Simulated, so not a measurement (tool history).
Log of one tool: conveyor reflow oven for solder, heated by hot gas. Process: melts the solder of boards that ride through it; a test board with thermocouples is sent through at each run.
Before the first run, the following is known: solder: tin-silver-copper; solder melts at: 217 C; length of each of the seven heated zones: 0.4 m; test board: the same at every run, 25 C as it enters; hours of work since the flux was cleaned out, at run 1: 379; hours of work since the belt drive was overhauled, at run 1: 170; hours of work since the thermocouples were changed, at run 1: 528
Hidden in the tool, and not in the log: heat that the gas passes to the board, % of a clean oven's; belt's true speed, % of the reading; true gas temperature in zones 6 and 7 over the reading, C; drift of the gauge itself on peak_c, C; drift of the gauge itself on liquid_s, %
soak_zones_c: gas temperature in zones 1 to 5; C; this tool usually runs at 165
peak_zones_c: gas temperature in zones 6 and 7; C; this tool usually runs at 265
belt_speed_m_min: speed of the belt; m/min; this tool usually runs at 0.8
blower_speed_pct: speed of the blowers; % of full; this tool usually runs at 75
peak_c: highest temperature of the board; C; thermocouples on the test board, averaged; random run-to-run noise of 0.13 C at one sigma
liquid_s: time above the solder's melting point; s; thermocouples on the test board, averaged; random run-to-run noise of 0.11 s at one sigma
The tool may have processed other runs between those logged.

| run | day | soak_zones_c | peak_zones_c | belt_speed_m_min | blower_speed_pct | hours of work since the flux was cleaned out | hours of work since the belt drive was overhauled | hours of work since the thermocouples were changed | peak_c | liquid_s |
|---|---|---|---|---|---|---|---|---|---|---|
| 1 | 0 | 165 | 265 | 0.8 | 75 | 379 | 170 | 528 | 249.5 | 41.3 |
|  | 0.771 | flux residue cleaned out of gas plates and filters |
| 2 | 0.771 | 165 | 265 | 0.752 | 75 | 0 | 179 | 537 | 251.6 | 45.7 |
| 3 | 1.512 | 173 | 265 | 0.752 | 75 | 13 | 192 | 550 | 253 | 48.4 |
| 4 | 2.262 | 173 | 265 | 0.752 | 75 | 26 | 205 | 563 | 252.5 | 48.8 |
| 5 | 2.662 | 173 | 265 | 0.752 | 75 | 32 | 212 | 570 | 252.9 | 48.6 |
| 6 | 3.571 | 165 | 265 | 0.683 | 75 | 48 | 227 | 585 | 254.5 | 52.7 |
| 7 | 4.188 | 165 | 265 | 0.683 | 75 | 59 | 238 | 596 | 254.3 | 52.7 |
| 8 | 4.633 | 165 | 265 | 0.683 | 75 | 66 | 246 | 604 | 254.1 | 52.9 |
| 9 | 5.517 | 165 | 265 | 0.743 | 75 | 82 | 261 | 619 | 252.1 | 46.5 |
| 10 | 5.996 | 165 | 265 | 0.743 | 75 | 90 | 269 | 627 | 252.2 | 46.6 |
| 11 | 6.738 | 165 | 265 | 0.743 | 75 | 103 | 282 | 640 | 252.1 | 46.6 |
| 12 | 7.658 | 165 | 265 | 0.743 | 75 | 118 | 298 | 656 | 251.9 | 46.5 |
| 13 | 8.146 | 165 | 265 | 0.743 | 75 | 127 | 306 | 664 | 252.2 | 46.5 |
| 14 | 8.562 | 165 | 265 | 0.743 | 75 | 134 | 313 | 671 | 251.8 | 46.6 |
| 15 | 9.396 | 165 | 265 | 0.743 | 75 | 148 | 327 | 685 | 252 | 46.6 |
| 16 | 10.238 | 165 | 265 | 0.743 | 75 | 163 | 342 | 700 | 251.9 | 46.7 |
| 17 | 11.071 | 165 | 265 | 0.743 | 75 | 177 | 356 | 714 | 252 | 46.8 |
| 18 | 11.6 | 165 | 265 | 0.752 | 75 | 186 | 365 | 723 | 251.8 | 45.4 |
| 19 | 12.008 | 180 | 273 | 0.736 | 50 | 193 | 372 | 730 | 253.7 | 50.9 |
| 20 | 12.871 | 165 | 265 | 0.8 | 86 | 208 | 387 | 745 | 252.4 | 43.6 |

Run 21 comes next. What will it give?
| 21 | 13.375 | 165 | 265 | 0.8 | 86 | 217 | 396 | 754 | ? | ? |

peak_c: 252.4 C
liquid_s: 43.9 s
With the hidden condition absent and the run-to-run variation left alone, this run would have shown peak_c 252.4 C, liquid_s 43.9 s.

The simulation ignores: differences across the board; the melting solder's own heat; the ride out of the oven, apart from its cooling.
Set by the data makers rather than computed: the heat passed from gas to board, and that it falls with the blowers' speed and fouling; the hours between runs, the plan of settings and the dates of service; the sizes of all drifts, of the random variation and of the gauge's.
